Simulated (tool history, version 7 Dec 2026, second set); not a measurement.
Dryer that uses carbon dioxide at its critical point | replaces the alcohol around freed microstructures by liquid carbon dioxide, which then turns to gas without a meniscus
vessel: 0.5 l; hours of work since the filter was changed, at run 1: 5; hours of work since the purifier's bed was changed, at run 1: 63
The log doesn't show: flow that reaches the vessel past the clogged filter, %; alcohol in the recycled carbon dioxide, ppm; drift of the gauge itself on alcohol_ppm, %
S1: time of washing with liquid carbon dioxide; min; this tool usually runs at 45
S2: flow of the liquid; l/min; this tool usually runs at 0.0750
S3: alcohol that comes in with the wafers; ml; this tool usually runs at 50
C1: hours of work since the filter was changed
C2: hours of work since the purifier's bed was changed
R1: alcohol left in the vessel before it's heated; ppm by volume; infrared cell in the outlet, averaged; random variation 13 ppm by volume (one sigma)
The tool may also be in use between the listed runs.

| run | hour | S1 | S2 | S3 | C1 | C2 | R1 |
|---|---|---|---|---|---|---|---|
| 1 | 0.0 | 45 | 0.0750 | 50 | 5 | 63 | 837 |
| 2 | 7.9 | 45 | 0.0750 | 50 | 11 | 69 | 822 |
| 3 | 13.1 | 45 | 0.0750 | 50 | 15 | 72 | 822 |
| 4 | 18.5 | 45 | 0.0750 | 50 | 18 | 76 | 830 |
| 5 | 25.9 | 45 | 0.0750 | 50 | 23 | 81 | 866 |
| 6 | 31.5 | 45 | 0.0750 | 50 | 27 | 85 | 848 |
| 7 | 37.5 | 45 | 0.0750 | 50 | 31 | 89 | 895 |
| 8 | 43.9 | 45 | 0.0750 | 50 | 36 | 94 | 886 |
| 9 | 51.7 | 45 | 0.0750 | 50 | 41 | 99 | 888 |
| 10 | 57.7 | 33 | 0.0750 | 50 | 46 | 103 | 3115 |
| 11 | 61.9 | 33 | 0.0750 | 50 | 48 | 106 | 3164 |
| 12 | 67.0 | 45 | 0.0750 | 70 | 52 | 110 | 1292 |
| 13 | 70.9 | 45 | 0.0750 | 50 | 55 | 113 | 914 |
| 14 | 78.7 | 45 | 0.0750 | 50 | 60 | 118 | 925 |
| 15 | 85.7 | 45 | 0.0750 | 50 | 65 | 123 | 934 |
| 16 | 94.5 | 45 | 0.0750 | 50 | 71 | 129 | 940 |
| 17 | 102.9 | 45 | 0.0750 | 50 | 77 | 135 | 989 |
| 18 | 111.8 | 39 | 0.0750 | 50 | 83 | 141 | 1809 |
| 19 | 119.9 | 39 | 0.0723 | 50 | 89 | 147 | 2102 |
| 20 | 124.8 | 39 | 0.1037 | 50 | 92 | 150 | 364 |
| 21 | 128.9 | 39 | 0.1037 | 50 | 95 | 153 | 375 |
| 22 | 135.9 | 39 | 0.1037 | 50 | 100 | 158 | 382 |
| 23 | 141.8 | 45 | 0.0707 | 50 | 104 | 162 | 1357 |
| 24 | 147.4 | 45 | 0.0707 | 50 | 108 | 166 | 1408 |
| 25 | 156.6 | 45 | 0.0707 | 50 | 114 | 172 | 1402 |
| 26 | 165.2 | 53 | 0.0757 | 90 | 120 | 178 | 817 |
| 27 | 173.2 | 53 | 0.0757 | 90 | 126 | 184 | 841 |
| 28 | 178.2 | 53 | 0.0757 | 90 | 129 | 187 | 846 |
| 29 | 184.2 | 53 | 0.0757 | 90 | 133 | 191 | 852 |
| 30 | 189.2 | 53 | 0.0757 | 90 | 137 | 195 | 866 |
| 31 | 198.2 | 45 | 0.0600 | 34 | 143 | 201 | 2025 |
| 32 | 206.6 | 45 | 0.0600 | 34 | 149 | 207 | 2088 |
| 33 | 211.4 | 45 | 0.0600 | 65 | 152 | 210 | 3823 |
| 34 | 219.8 | 34 | 0.1119 | 37 | 158 | 216 | 446 |
| 35 | 226.5 | 34 | 0.1119 | 37 | 163 | 221 | 451 |
| 36 | 235.6 | 45 | 0.0927 | 23 | 169 | 227 | 218 |
| 37 | 243.6 | 31 | 0.0540 | 50 | 175 | 232 | 11687 |
| 38 | 249.2 | 37 | 0.0517 | 50 | 179 | 236 | 8854 |
| 39 | 253.3 | 37 | 0.0517 | 26 | 181 | 239 | 4729 |
| 40 | 258.1 | 37 | 0.0517 | 26 | 185 | 242 | 4617 |
| 41 | 265.2 | 50 | 0.0617 | 36 | 190 | 247 | 1436 |
| 42 | 269.1 | 50 | 0.0617 | 36 | 192 | 250 | 1469 |
| 43 | 277.3 | 50 | 0.0617 | 36 | 198 | 256 | 1435 |
| 44 | 282.8 | 50 | 0.0617 | 36 | 202 | 260 | 1457 |
| 45 | 288.0 | 45 | 0.0621 | 50 | 206 | 263 | 2971 |

Forecast each of these 4 alternatives for the next run:
| A | 294.1 | 50 | 0.0633 | 50 | 210 | 267 | ? |
| B | 294.1 | 56 | 0.0475 | 33 | 210 | 267 | ? |
| C | 294.1 | 34 | 0.0480 | 50 | 210 | 267 | ? |
| D | 294.1 | 61 | 0.1001 | 50 | 210 | 267 | ? |

| run | R1 |
|---|---|
| A | 1836 |
| B | 2533 |
| C | 13387 |
| D | 84 |
Without the tool's hidden state the same runs would have given:
| run | R1 |
|---|---|
| A | 1127 |
| B | 1707 |
| C | 10591 |
| D | 11 |
